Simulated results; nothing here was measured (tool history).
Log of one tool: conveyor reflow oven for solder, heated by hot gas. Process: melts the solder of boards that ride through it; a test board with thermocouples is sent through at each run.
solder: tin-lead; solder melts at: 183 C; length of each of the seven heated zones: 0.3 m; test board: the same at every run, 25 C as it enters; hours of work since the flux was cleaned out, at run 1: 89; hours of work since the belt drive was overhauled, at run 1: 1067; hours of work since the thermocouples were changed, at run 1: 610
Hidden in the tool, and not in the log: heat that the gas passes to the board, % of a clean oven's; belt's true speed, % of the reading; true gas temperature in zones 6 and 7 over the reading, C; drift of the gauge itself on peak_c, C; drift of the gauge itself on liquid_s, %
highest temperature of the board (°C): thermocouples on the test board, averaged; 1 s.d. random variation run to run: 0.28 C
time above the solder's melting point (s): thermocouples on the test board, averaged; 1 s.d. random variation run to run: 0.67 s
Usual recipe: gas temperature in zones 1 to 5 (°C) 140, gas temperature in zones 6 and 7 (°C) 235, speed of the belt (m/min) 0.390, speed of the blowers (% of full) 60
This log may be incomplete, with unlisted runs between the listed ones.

run   hour  gas temperature in zones 1 to 5 (°C)  gas temperature in zones 6 and 7 (°C)  speed of the belt (m/min)  speed of the blowers (% of full)  hours of work since the flux was cleaned out  hours of work since the belt drive was overhauled  hours of work since the thermocouples were changed  highest temperature of the board (°C)  time above the solder's melting point (s)
  1    0.0                                   140                                    235                      0.390                                60                                            89                                               1067                                                 610                                  220.3                                       74.0
  2   56.0                                   140                                    235                      0.390                                60                                           123                                               1101                                                 644                                  220.6                                       73.4
  3   86.8                                   140                                    235                      0.390                                60                                           142                                               1120                                                 663                                  220.8                                       72.8
  4  140.1                                   140                                    235                      0.390                                60                                           175                                               1153                                                 696                                  220.6                                       72.7
  5  170.6                                   140                                    235                      0.390                                60                                           194                                               1172                                                 715                                  220.4                                       73.4
  6  213.0                                   140                                    235                      0.390                                60                                           220                                               1198                                                 741                                  220.3                                       74.5
  7  240.1                                   140                                    235                      0.390                                60                                           236                                               1215                                                 758                                  220.6                                       73.1
  8  275.0                                   140                                    235                      0.390                                60                                           258                                               1236                                                 779                                  220.5                                       72.9
  9  307.7                                   140                                    235                      0.390                                60                                           278                                               1256                                                 799                                  220.5                                       74.1
 10  363.3                                   140                                    235                      0.390                                60                                           312                                               1291                                                 833                                  220.8                                       73.9
 11  411.3                                   140                                    235                      0.390                                57                                           342                                               1320                                                 863                                  219.2                                       72.4
 12  442.7                                   154                                    231                      0.391                                62                                           361                                               1339                                                 882                                  219.4                                       78.7
 13  471.4                                   154                                    231                      0.391                                62                                           379                                               1357                                                 900                                  219.6                                       79.9
 14  528.0                                   154                                    231                      0.391                                62                                           414                                               1392                                                 935                                  220.0                                       80.2
     541.1  -- flux residue cleaned out of gas plates and filters
 15  573.4                                   141                                    235                      0.458                                54                                            20                                               1417                                                 960                                  213.1                                       55.8
 16  609.7                                   152                                    235                      0.328                                77                                            42                                               1439                                                 982                                  229.7                                      101.5
 17  666.6                                   152                                    244                      0.328                                54                                            77                                               1474                                                1017                                  234.1                                      105.9
     690.7  -- thermocouples of zones 6 and 7 changed
 18  721.4                                   135                                    231                      0.343                                51                                           110                                               1507                                                  19                                  217.1                                       77.7

5 options for the next run, each taken on its own from the tool as it stands now. Forecast them:
  A  752.6                                   126                                    230                      0.415                                60                                           129                                               1526                                                  38                                      ?                                          ?
  B  752.6                                   135                                    231                      0.343                                76                                           129                                               1526                                                  38                                      ?                                          ?
  C  752.6                                   135                                    236                      0.343                                59                                           129                                               1526                                                  38                                      ?                                          ?
  D  752.6                                   147                                    232                      0.390                                54                                           129                                               1526                                                  38                                      ?                                          ?
  E  752.6                                   150                                    237                      0.390                                60                                           129                                               1526                                                  38                                      ?                                          ?

run  highest temperature of the board (°C)  time above the solder's melting point (s)
  A                                  211.3                                       54.4
  B                                  223.1                                       86.1
  C                                  224.4                                       85.3
  D                                  216.3                                       73.3
  E                                  223.8                                       81.3
With no hidden state in the tool, these same runs would have given:
run  highest temperature of the board (°C)  time above the solder's melting point (s)
  A                                  211.2                                       54.0
  B                                  223.0                                       85.6
  C                                  224.3                                       84.8
  D                                  216.2                                       72.8
  E                                  223.7                                       80.9
